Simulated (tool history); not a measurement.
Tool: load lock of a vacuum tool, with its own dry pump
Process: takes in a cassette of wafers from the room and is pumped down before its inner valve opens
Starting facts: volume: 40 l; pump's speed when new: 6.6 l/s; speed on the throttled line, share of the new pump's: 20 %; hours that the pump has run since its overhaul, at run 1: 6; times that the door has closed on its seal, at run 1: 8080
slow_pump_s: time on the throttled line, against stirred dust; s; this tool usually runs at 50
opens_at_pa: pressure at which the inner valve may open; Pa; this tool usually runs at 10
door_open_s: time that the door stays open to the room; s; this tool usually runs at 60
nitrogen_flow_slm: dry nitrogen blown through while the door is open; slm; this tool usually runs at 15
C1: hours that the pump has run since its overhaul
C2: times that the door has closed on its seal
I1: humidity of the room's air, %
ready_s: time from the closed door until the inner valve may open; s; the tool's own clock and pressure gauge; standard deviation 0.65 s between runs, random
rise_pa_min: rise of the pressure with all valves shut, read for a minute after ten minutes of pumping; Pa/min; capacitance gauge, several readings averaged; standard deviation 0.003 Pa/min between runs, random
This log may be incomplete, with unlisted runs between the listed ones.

Run 1, day 0.000: usual settings; C1 6; C2 8080; I1 46.1. Result: ready_s 96.9 s, rise_pa_min 0.037 Pa/min.
Run 2, day 5.842: usual settings but door_open_s 59 s; C1 146; C2 8258; I1 44.7. Result: ready_s 95.4 s, rise_pa_min 0.040 Pa/min.
Run 3, day 12.229: usual settings but opens_at_pa 13 Pa, door_open_s 59 s; C1 299; C2 8453; I1 40.5. Result: ready_s 94.3 s, rise_pa_min 0.031 Pa/min.
Run 4, day 17.025: usual settings; C1 414; C2 8599; I1 44.3. Result: ready_s 96.7 s, rise_pa_min 0.036 Pa/min.
Run 5, day 23.858: usual settings; C1 578; C2 8808; I1 46.4. Result: ready_s 95.9 s, rise_pa_min 0.036 Pa/min.
Run 6, day 31.908: usual settings; C1 771; C2 9053; I1 47.4. Result: ready_s 95.3 s, rise_pa_min 0.037 Pa/min.
Run 7, day 39.925: usual settings; C1 964; C2 9298; I1 46.9. Result: ready_s 96.6 s, rise_pa_min 0.034 Pa/min.
Run 8, day 47.629: usual settings; C1 1149; C2 9533; I1 40.1. Result: ready_s 97.5 s, rise_pa_min 0.034 Pa/min.
Run 9, day 53.508: usual settings; C1 1290; C2 9712; I1 43.1. Result: ready_s 97.2 s, rise_pa_min 0.041 Pa/min.
Run 10, day 60.175: usual settings; C1 1450; C2 9916; I1 44.0. Result: ready_s 96.8 s, rise_pa_min 0.038 Pa/min.
Run 11, day 66.212: usual settings; C1 1595; C2 10100; I1 46.7. Result: ready_s 96.0 s, rise_pa_min 0.046 Pa/min.
Run 12, day 73.325: usual settings but slow_pump_s 38 s; C1 1765; C2 10317; I1 44.2. Result: ready_s 87.4 s, rise_pa_min 0.038 Pa/min.
Run 13, day 77.575: usual settings but slow_pump_s 31 s; C1 1867; C2 10447; I1 45.1. Result: ready_s 82.2 s, rise_pa_min 0.043 Pa/min.
Run 14, day 83.875: usual settings but slow_pump_s 31 s; C1 2019; C2 10639; I1 47.2. Result: ready_s 81.3 s, rise_pa_min 0.041 Pa/min.
Run 15, day 88.433: usual settings but slow_pump_s 31 s; C1 2128; C2 10778; I1 42.9. Result: ready_s 82.0 s, rise_pa_min 0.043 Pa/min.
Run 16, day 94.825: usual settings but slow_pump_s 31 s; C1 2281; C2 10973; I1 42.3. Result: ready_s 81.8 s, rise_pa_min 0.032 Pa/min.
Run 17, day 99.604: usual settings; C1 2396; C2 11119; I1 47.6. Result: ready_s 97.4 s, rise_pa_min 0.038 Pa/min.
Run 18, day 107.846: usual settings; C1 2594; C2 11370; I1 43.7. Result: ready_s 97.4 s, rise_pa_min 0.044 Pa/min.
Run 19, day 114.475: usual settings but opens_at_pa 14 Pa; C1 2753; C2 11573; I1 40.2. Result: ready_s 95.6 s, rise_pa_min 0.039 Pa/min.
Run 20, day 119.021: usual settings but slow_pump_s 28 s, opens_at_pa 14 Pa, door_open_s 86 s, nitrogen_flow_slm 4 slm; C1 2862; C2 11711; I1 42.6. Result: ready_s 78.0 s, rise_pa_min 0.054 Pa/min.
Run 21, day 124.517: usual settings but door_open_s 62 s, nitrogen_flow_slm 41 slm; C1 2994; C2 11879; I1 44.7. Result: ready_s 97.5 s, rise_pa_min 0.027 Pa/min.
Run 22, day 130.158: usual settings but slow_pump_s 45 s, opens_at_pa 13 Pa, nitrogen_flow_slm 22 slm; C1 3129; C2 12051; I1 49.1. Result: ready_s 91.0 s, rise_pa_min 0.046 Pa/min.
Run 23, day 138.379: usual settings but slow_pump_s 52 s; C1 3327; C2 12302; I1 44.8. Result: ready_s 98.5 s, rise_pa_min 0.039 Pa/min.
Run 24, day 142.046: usual settings but slow_pump_s 46 s, door_open_s 63 s, nitrogen_flow_slm 22 slm; C1 3415; C2 12414; I1 43.7. Result: ready_s 94.4 s, rise_pa_min 0.037 Pa/min.
Run 25, day 147.004: usual settings but slow_pump_s 49 s, opens_at_pa 12 Pa, door_open_s 47 s, nitrogen_flow_slm 22 slm; C1 3534; C2 12565; I1 46.7. Result: ready_s 94.8 s, rise_pa_min 0.034 Pa/min.
Run 26, day 151.808: usual settings but slow_pump_s 45 s, door_open_s 41 s; C1 3649; C2 12712; I1 41.7. Result: ready_s 93.3 s, rise_pa_min 0.034 Pa/min.
Run 27, day 155.538: usual settings but opens_at_pa 9 Pa; C1 3739; C2 12826; I1 46.1. Result: ready_s 97.5 s, rise_pa_min 0.042 Pa/min.
Run 28, day 161.062: usual settings but opens_at_pa 9 Pa; C1 3871; C2 12994; I1 43.4. Result: ready_s 98.3 s, rise_pa_min 0.043 Pa/min.
Run 29, day 168.392: usual settings but opens_at_pa 9 Pa; C1 4047; C2 13218; I1 45.0. Result: ready_s 98.1 s, rise_pa_min 0.042 Pa/min.
Run 30, day 173.438: usual settings but slow_pump_s 46 s, door_open_s 27 s; C1 4168; C2 13372; I1 46.9. Result: ready_s 94.0 s, rise_pa_min 0.036 Pa/min.
Run 31, day 179.288: usual settings but slow_pump_s 37 s, door_open_s 136 s; C1 4308; C2 13550; I1 46.6. Result: ready_s 88.6 s, rise_pa_min 0.061 Pa/min.
Run 32, day 182.971: usual settings but door_open_s 97 s, nitrogen_flow_slm 14 slm; C1 4397; C2 13663; I1 46.6. Result: ready_s 97.9 s, rise_pa_min 0.053 Pa/min.
Run 33, day 188.858: usual settings but door_open_s 214 s, nitrogen_flow_slm 21 slm; C1 4538; C2 13842; I1 45.7. Result: ready_s 97.2 s, rise_pa_min 0.060 Pa/min.
Run 34, day 192.683: usual settings but slow_pump_s 57 s, door_open_s 35 s; C1 4630; C2 13959; I1 43.6. Result: ready_s 102.4 s, rise_pa_min 0.037 Pa/min.
Run 35, day 199.050: usual settings but opens_at_pa 9 Pa, door_open_s 53 s; C1 4783; C2 14153; I1 46.1. Result: ready_s 99.2 s, rise_pa_min 0.048 Pa/min.
Run 36, day 206.912: usual settings but opens_at_pa 16 Pa, door_open_s 210 s; C1 4972; C2 14393; I1 44.2. Result: ready_s 94.1 s, rise_pa_min 0.059 Pa/min.

Consider 5 possible next runs. They are alternatives, not a sequence: every one starts from the tool as it was left by run 36. What does each give?
Run A, day 211.658: usual settings but opens_at_pa 18 Pa, door_open_s 210 s; C1 5085; C2 14538; I1 45.5. Result: ready_s ?, rise_pa_min ?.
Run B, day 211.658: usual settings but slow_pump_s 87 s, door_open_s 90 s, nitrogen_flow_slm 22 slm; C1 5085; C2 14538; I1 45.8. Result: ready_s ?, rise_pa_min ?.
Run C, day 211.658: usual settings but opens_at_pa 16 Pa, door_open_s 210 s, nitrogen_flow_slm 42 slm; C1 5085; C2 14538; I1 45.8. Result: ready_s ?, rise_pa_min ?.
Run D, day 211.658: usual settings but slow_pump_s 51 s; C1 5085; C2 14538; I1 45.2. Result: ready_s ?, rise_pa_min ?.
Run E, day 211.658: usual settings but slow_pump_s 34 s, opens_at_pa 16 Pa, door_open_s 39 s, nitrogen_flow_slm 11 slm; C1 5085; C2 14538; I1 44.9. Result: ready_s ?, rise_pa_min ?.

run  ready_s  rise_pa_min
  A     94.4        0.064
  B    127.6        0.051
  C     96.3        0.050
  D     99.5        0.048
  E     81.9        0.041
Take away the tool's hidden state, keep each run's random variation, and the runs would have read:
run  ready_s  rise_pa_min
  A     92.8        0.045
  B    126.1        0.032
  C     94.7        0.031
  D     97.8        0.028
  E     80.2        0.022
